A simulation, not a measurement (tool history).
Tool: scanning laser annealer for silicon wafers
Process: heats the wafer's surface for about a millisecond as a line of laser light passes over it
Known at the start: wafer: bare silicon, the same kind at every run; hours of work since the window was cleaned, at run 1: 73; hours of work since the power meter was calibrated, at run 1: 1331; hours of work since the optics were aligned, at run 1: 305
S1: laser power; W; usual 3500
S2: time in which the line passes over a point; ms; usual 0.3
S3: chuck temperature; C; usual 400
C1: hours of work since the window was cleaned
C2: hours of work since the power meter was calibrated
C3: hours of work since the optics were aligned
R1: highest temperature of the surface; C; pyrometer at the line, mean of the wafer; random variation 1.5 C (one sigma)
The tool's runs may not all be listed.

{"run": 1, "day": 0.0, "S1": 3500, "S2": 0.3, "S3": 400, "C1": 73, "C2": 1331, "C3": 305, "R1": 1232}
{"run": 2, "day": 1.704, "S1": 3500, "S2": 0.3, "S3": 373, "C1": 99, "C2": 1357, "C3": 331, "R1": 1203}
{"run": 3, "day": 2.629, "S1": 3500, "S2": 0.3, "S3": 434, "C1": 113, "C2": 1371, "C3": 345, "R1": 1263}
{"run": 4, "day": 4.271, "S1": 3500, "S2": 0.3, "S3": 434, "C1": 138, "C2": 1396, "C3": 370, "R1": 1261}
{"run": 5, "day": 6.05, "S1": 3500, "S2": 0.313, "S3": 400, "C1": 165, "C2": 1423, "C3": 397, "R1": 1241}
{"run": 6, "day": 7.592, "S1": 3500, "S2": 0.313, "S3": 400, "C1": 188, "C2": 1446, "C3": 421, "R1": 1239}
{"run": 7, "day": 9.367, "S1": 3477, "S2": 0.313, "S3": 400, "C1": 215, "C2": 1473, "C3": 448, "R1": 1234}
{"run": 8, "day": 10.917, "S1": 3477, "S2": 0.242, "S3": 400, "C1": 239, "C2": 1497, "C3": 471, "R1": 1132}
{"run": 9, "day": 12.404, "S1": 3477, "S2": 0.242, "S3": 400, "C1": 262, "C2": 1519, "C3": 494, "R1": 1130}
{"run": 10, "day": 14.129, "S1": 3389, "S2": 0.242, "S3": 400, "C1": 288, "C2": 1545, "C3": 520, "R1": 1108}
{"run": 11, "day": 15.646, "S1": 3500, "S2": 0.282, "S3": 400, "C1": 311, "C2": 1568, "C3": 543, "R1": 1190}
{"day": 16.375, "done": "window over the wafer cleaned"}
{"run": 12, "day": 17.308, "S1": 3817, "S2": 0.3, "S3": 400, "C1": 14, "C2": 1592, "C3": 567, "R1": 1312}
{"run": 13, "day": 18.292, "S1": 3500, "S2": 0.339, "S3": 400, "C1": 29, "C2": 1607, "C3": 582, "R1": 1287}
{"run": 14, "day": 19.567, "S1": 3500, "S2": 0.339, "S3": 400, "C1": 48, "C2": 1627, "C3": 601, "R1": 1290}
{"run": 15, "day": 20.9, "S1": 3500, "S2": 0.339, "S3": 392, "C1": 69, "C2": 1647, "C3": 621, "R1": 1276}
{"run": 16, "day": 22.238, "S1": 3500, "S2": 0.328, "S3": 400, "C1": 89, "C2": 1667, "C3": 642, "R1": 1271}
{"run": 17, "day": 23.758, "S1": 3500, "S2": 0.3, "S3": 389, "C1": 112, "C2": 1690, "C3": 665, "R1": 1216}
{"run": 18, "day": 25.25, "S1": 3500, "S2": 0.3, "S3": 389, "C1": 135, "C2": 1713, "C3": 687, "R1": 1216}
{"run": 19, "day": 26.346, "S1": 3500, "S2": 0.3, "S3": 389, "C1": 151, "C2": 1730, "C3": 704, "R1": 1216}
{"run": 20, "day": 28.358, "S1": 3500, "S2": 0.3, "S3": 389, "C1": 182, "C2": 1760, "C3": 735, "R1": 1214}
{"run": 21, "day": 30.183, "S1": 3500, "S2": 0.283, "S3": 400, "C1": 210, "C2": 1788, "C3": 762, "R1": 1197}
{"run": 22, "day": 32.188, "S1": 3222, "S2": 0.231, "S3": 366, "C1": 240, "C2": 1818, "C3": 793, "R1": 1026}
{"run": 23, "day": 34.433, "S1": 3642, "S2": 0.334, "S3": 380, "C1": 274, "C2": 1852, "C3": 827, "R1": 1280}
{"run": 24, "day": 36.133, "S1": 3842, "S2": 0.3, "S3": 400, "C1": 300, "C2": 1878, "C3": 853, "R1": 1298}
{"day": 37.512, "done": "window over the wafer cleaned"}
{"run": 25, "day": 37.512, "S1": 3104, "S2": 0.302, "S3": 368, "C1": 0, "C2": 1898, "C3": 872, "R1": 1112}
{"run": 26, "day": 39.075, "S1": 3500, "S2": 0.3, "S3": 425, "C1": 24, "C2": 1922, "C3": 896, "R1": 1258}
{"run": 27, "day": 40.612, "S1": 3793, "S2": 0.248, "S3": 381, "C1": 47, "C2": 1945, "C3": 919, "R1": 1198}
{"run": 28, "day": 42.783, "S1": 3500, "S2": 0.27, "S3": 416, "C1": 80, "C2": 1978, "C3": 952, "R1": 1203}
{"run": 29, "day": 44.279, "S1": 3425, "S2": 0.36, "S3": 433, "C1": 103, "C2": 2001, "C3": 975, "R1": 1324}
{"run": 30, "day": 45.825, "S1": 3425, "S2": 0.36, "S3": 433, "C1": 126, "C2": 2024, "C3": 999, "R1": 1323}
{"run": 31, "day": 47.225, "S1": 3049, "S2": 0.317, "S3": 394, "C1": 147, "C2": 2045, "C3": 1020, "R1": 1133}
{"run": 32, "day": 48.921, "S1": 3049, "S2": 0.317, "S3": 394, "C1": 173, "C2": 2071, "C3": 1046, "R1": 1130}
{"run": 33, "day": 51.146, "S1": 3014, "S2": 0.311, "S3": 420, "C1": 207, "C2": 2105, "C3": 1079, "R1": 1139}
{"run": 34, "day": 52.283, "S1": 3500, "S2": 0.3, "S3": 391, "C1": 224, "C2": 2122, "C3": 1097, "R1": 1210}
{"run": 35, "day": 53.217, "S1": 3500, "S2": 0.3, "S3": 391, "C1": 238, "C2": 2136, "C3": 1111, "R1": 1211}
{"run": 36, "day": 54.862, "S1": 3329, "S2": 0.23, "S3": 370, "C1": 263, "C2": 2161, "C3": 1136, "R1": 1047}
{"run": 37, "day": 55.942, "S1": 3755, "S2": 0.295, "S3": 438, "C1": 280, "C2": 2178, "C3": 1152, "R1": 1307}
{"run": 38, "day": 57.454, "S1": 3446, "S2": 0.299, "S3": 419, "C1": 303, "C2": 2201, "C3": 1175, "R1": 1221}
{"run": 39, "day": 58.404, "S1": 3725, "S2": 0.239, "S3": 400, "C1": 317, "C2": 2215, "C3": 1190, "R1": 1172}
{"day": 58.679, "done": "window over the wafer cleaned"}
{"run": 40, "day": 60.379, "S1": 3725, "S2": 0.239, "S3": 400, "C1": 26, "C2": 2244, "C3": 1218, "R1": 1187}
{"run": 41, "day": 62.133, "S1": 3725, "S2": 0.239, "S3": 400, "C1": 52, "C2": 2270, "C3": 1245, "R1": 1190}

The same runs without the tool's hidden state, with the same run-to-run variation:
The hidden state here: light that passes the window, % of a clean one's; laser's true power over the reading, %; width of the line over the set one, %; drift of the gauge itself on peak_c, C.
run=1 R1=1239
run=2 R1=1212
run=3 R1=1273
run=4 R1=1273
run=5 R1=1256
run=6 R1=1255
run=7 R1=1252
run=8 R1=1150
run=9 R1=1148
run=10 R1=1127
run=11 R1=1213
run=12 R1=1315
run=13 R1=1291
run=14 R1=1296
run=15 R1=1284
run=16 R1=1280
run=17 R1=1227
run=18 R1=1228
run=19 R1=1229
run=20 R1=1229
run=21 R1=1214
run=22 R1=1042
run=23 R1=1304
run=24 R1=1324
run=25 R1=1114
run=26 R1=1262
run=27 R1=1205
run=28 R1=1212
run=29 R1=1336
run=30 R1=1336
run=31 R1=1146
run=32 R1=1144
run=33 R1=1155
run=34 R1=1230
run=35 R1=1232
run=36 R1=1066
run=37 R1=1332
run=38 R1=1246
run=39 R1=1197
run=40 R1=1193
run=41 R1=1198
